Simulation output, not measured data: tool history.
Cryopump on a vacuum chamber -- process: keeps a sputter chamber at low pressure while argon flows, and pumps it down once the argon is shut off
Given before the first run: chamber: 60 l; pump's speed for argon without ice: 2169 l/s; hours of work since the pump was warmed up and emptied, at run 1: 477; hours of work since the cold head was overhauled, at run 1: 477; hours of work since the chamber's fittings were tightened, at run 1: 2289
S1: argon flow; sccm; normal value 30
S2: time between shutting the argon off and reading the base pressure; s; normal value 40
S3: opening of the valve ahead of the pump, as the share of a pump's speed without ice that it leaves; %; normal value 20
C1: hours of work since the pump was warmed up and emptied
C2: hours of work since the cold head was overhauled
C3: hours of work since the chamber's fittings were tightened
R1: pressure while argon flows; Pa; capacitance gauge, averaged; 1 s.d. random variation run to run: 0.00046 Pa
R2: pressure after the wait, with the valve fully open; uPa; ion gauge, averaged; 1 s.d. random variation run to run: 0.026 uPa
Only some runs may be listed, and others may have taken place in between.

run    hour  S1   S2  S3   C1    C2    C3      R1    R2
  1     0.0  30   40  20  477   477  2289  0.1210  2.23
  2    55.6  30   40  20  515   515  2327  0.1219  2.21
  3    87.4  30   40  20  536   536  2349  0.1232  2.31
  4   121.7  30   40  20  560   560  2372  0.1222  2.23
      160.4  -- leaking fittings of the chamber tightened, without venting
  5   185.7  30   40  20  602   602    17  0.1230  1.73
  6   211.8  30   46  20  620   620    35  0.1232  1.58
  7   273.1  30   46  20  661   661    77  0.1228  1.51
  8   298.8  30   46  20  679   679    94  0.1245  1.48
  9   342.8  30   48  20  709   709   124  0.1240  1.47
 10   386.4  30   48  20  739   739   154  0.1258  1.55
      395.3  -- pump warmed up, emptied and cooled again
 11   449.2  30   48  20   37   778   193  0.1177  1.46
 12   489.6  30   48  20   64   806   221  0.1184  1.48
 13   533.2  30   48  20   94   835   251  0.1187  1.49
 14   562.3  30   48  20  114   855   271  0.1177  1.46
 15   616.8  30   48  18  151   892   308  0.1314  1.49
 16   650.1  13   48  46  174   915   330  0.0226  1.44
 17   696.3  13   48  46  205   947   362  0.0226  1.50
 18   728.3  38  179  29  227   968   384  0.1051  0.59
 19   775.8  38  179  29  259  1001   416  0.1052  0.59
 20   834.3  44  159  33  299  1041   456  0.1077  0.67
 21   888.1  23   40  17  336  1077   493  0.1072  1.78
 22   933.8  23   40  17  367  1108   524  0.1079  1.74
 23   967.6  25   40  30  390  1131   547  0.0682  1.82
 24  1019.3  25   40  30  425  1167   582  0.0680  1.76
 25  1079.7  17   49  31  467  1208   623  0.0452  1.56

Forecast each of these 3 alternatives for the next run:
  A  1133.8  30  157  24  503  1245  660   ?   ?
  B  1133.8  30  148  31  503  1245  660   ?   ?
  C  1133.8  28   49  31  503  1245  660   ?   ?

run      R1    R2
  A  0.1022  0.72
  B  0.0793  0.77
  C  0.0741  1.54
The same runs, with their run-to-run variation unchanged, on a tool lacking any hidden condition would have given:
run      R1    R2
  A  0.0976  0.53
  B  0.0747  0.57
  C  0.0699  1.34

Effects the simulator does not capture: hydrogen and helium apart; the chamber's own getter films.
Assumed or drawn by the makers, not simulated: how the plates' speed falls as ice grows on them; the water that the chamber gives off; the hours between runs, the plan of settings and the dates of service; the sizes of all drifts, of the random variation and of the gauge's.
